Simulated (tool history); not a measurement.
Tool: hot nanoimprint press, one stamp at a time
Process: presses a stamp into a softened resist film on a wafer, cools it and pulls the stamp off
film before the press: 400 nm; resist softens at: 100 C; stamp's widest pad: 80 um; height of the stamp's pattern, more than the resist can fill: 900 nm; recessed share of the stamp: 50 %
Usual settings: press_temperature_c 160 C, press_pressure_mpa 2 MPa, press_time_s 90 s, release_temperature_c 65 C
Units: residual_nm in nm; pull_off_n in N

run,day,press_temperature_c,press_pressure_mpa,press_time_s,release_temperature_c,residual_nm,pull_off_n
1,0,160,2,90,65,163,152
# day 0.346: stamp cleaned and given a new release coat
2,0.617,160,2,117,65,148.7,123
3,1.192,160,2,54,65,191.5,123
4,1.7,160,2,54,65,193,127
5,2.021,160,2,54,65,190.9,127
6,2.671,160,2,54,65,192.4,130
7,2.95,160,3.18,90,65,124.7,131
8,3.579,160,2.37,90,65,146.4,133
9,4.025,160,2.37,90,65,150.7,137
10,4.492,160,2,91,65,166.9,137
11,5.121,160,2.68,90,65,139.3,140
12,5.633,160,2.68,90,65,138.7,140
13,6.254,160,2.68,90,65,140.4,140
14,6.683,160,2.68,90,65,140,140
15,7.004,160,2,90,65,164.2,142
16,7.425,160,2,72,65,178.6,147
17,7.879,160,2,79,52,173.9,191
18,8.496,156,1.3,79,52,253.7,195
19,8.992,160,1.49,72,52,211,199
20,9.288,151,1.49,135,52,247.1,200
21,9.608,159,2,64,65,191.9,153
# day 9.771: plate thermocouple calibrated
# day 10.475: stamp cleaned and given a new release coat
22,10.554,159,2,64,65,196.1,122
23,11.012,159,2,64,65,194.4,126
# day 11.433: plate thermocouple calibrated, once more
24,11.767,169,2.51,90,62,100.1,133
25,12.088,160,1.22,141,65,185.4,132

The next listed run, before its measurement:
26,12.467,149,2,89,65,?,?

residual_nm: 247.3 nm
pull_off_n: 126 N
Without the tool's hidden state the same run would have given residual_nm 246.6 nm, pull_off_n 122 N.

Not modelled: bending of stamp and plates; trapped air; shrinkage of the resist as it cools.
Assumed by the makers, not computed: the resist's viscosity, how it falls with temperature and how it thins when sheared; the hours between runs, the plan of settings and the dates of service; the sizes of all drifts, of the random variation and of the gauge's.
